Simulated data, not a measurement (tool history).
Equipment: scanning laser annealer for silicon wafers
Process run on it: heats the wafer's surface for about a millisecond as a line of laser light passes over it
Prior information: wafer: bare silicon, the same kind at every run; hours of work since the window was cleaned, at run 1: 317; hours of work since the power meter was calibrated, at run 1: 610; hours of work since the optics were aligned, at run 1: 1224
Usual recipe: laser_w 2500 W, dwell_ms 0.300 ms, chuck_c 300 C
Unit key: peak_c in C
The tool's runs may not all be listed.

run   hour  laser_w  dwell_ms  chuck_c  hours of work since the window was cleaned  hours of work since the power meter was calibrated  hours of work since the optics were aligned  peak_c
  1    0.0     2500     0.300      300                                         317                                                 610                                         1224    1082
      18.5  -- optics aligned, line set to its width
  2   21.1     2500     0.300      321                                         330                                                 622                                            2    1104
  3   39.5     2500     0.300      321                                         345                                                 637                                           17    1110
  4   62.6     2500     0.300      306                                         363                                                 655                                           35    1089
  5   78.6     2500     0.300      306                                         376                                                 668                                           48    1094
  6   97.3     2500     0.300      306                                         391                                                 683                                           63    1092
  7  113.2     2500     0.300      306                                         403                                                 696                                           75    1091
  8  127.9     2500     0.279      262                                         415                                                 707                                           87    1021
  9  148.7     2500     0.335      269                                         432                                                 724                                          104    1095
 10  174.5     2424     0.335      269                                         452                                                 745                                          124    1069
 11  198.8     2424     0.335      269                                         471                                                 764                                          143    1072

Branching from run 11: 3 alternative next runs. What would each branch give?
     215.0  -- window over the wafer cleaned
  A  223.8     2132     0.217      275                                           7                                                 782                                          162       ?
     215.0  -- window over the wafer cleaned
  B  223.8     2500     0.340      300                                           7                                                 782                                          162       ?
     215.0  -- window over the wafer cleaned
  C  223.8     2653     0.335      278                                           7                                                 782                                          162       ?

run  peak_c
  A     857
  B    1133
  C    1151
Had the tool no hidden state, the same runs would have come out as:
run  peak_c
  A     857
  B    1133
  C    1151
